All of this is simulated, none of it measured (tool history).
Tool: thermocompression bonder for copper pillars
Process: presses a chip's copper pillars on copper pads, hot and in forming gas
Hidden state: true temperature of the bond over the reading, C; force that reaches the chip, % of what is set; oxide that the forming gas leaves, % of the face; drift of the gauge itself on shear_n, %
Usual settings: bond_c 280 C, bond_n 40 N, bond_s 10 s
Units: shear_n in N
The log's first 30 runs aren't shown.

| run | hour | bond_c | bond_n | bond_s | hours of work since the heater was calibrated | hours of work since the force cell was calibrated | hours of work since the gas filter was changed | shear_n |
|---|---|---|---|---|---|---|---|---|
| 31 | 306.8 | 281 | 29 | 7 | 329 | 200 | 122 | 49.6 |
| 32 | 314.5 | 281 | 54 | 7 | 332 | 203 | 125 | 68.6 |
| 33 | 328.4 | 277 | 40 | 10 | 338 | 208 | 131 | 64.6 |
| 34 | 337.1 | 277 | 54 | 10 | 342 | 212 | 134 | 73.2 |
| 35 | 348.9 | 280 | 55 | 10 | 346 | 217 | 139 | 74.1 |
| 36 | 362.7 | 263 | 31 | 10 | 352 | 222 | 145 | 50.7 |
| 37 | 371.1 | 263 | 31 | 10 | 355 | 226 | 148 | 49.8 |
|  | 383.9 | forming gas filter changed |
| 38 | 383.9 | 291 | 55 | 8 | 360 | 231 | 0 | 75 |
| 39 | 393.3 | 291 | 43 | 8 | 364 | 234 | 4 | 68.4 |

Forecast each of these 3 alternatives for the next run:
| A | 399.1 | 265 | 25 | 7 | 366 | 237 | 6 | ? |
| B | 399.1 | 280 | 27 | 14 | 366 | 237 | 6 | ? |
| C | 399.1 | 256 | 38 | 12 | 366 | 237 | 6 | ? |

| run | shear_n |
|---|---|
| A | 39.5 |
| B | 59.5 |
| C | 57.5 |
Without the tool's hidden state the same runs would have given:
| run | shear_n |
|---|---|
| A | 39.5 |
| B | 59.6 |
| C | 57.5 |

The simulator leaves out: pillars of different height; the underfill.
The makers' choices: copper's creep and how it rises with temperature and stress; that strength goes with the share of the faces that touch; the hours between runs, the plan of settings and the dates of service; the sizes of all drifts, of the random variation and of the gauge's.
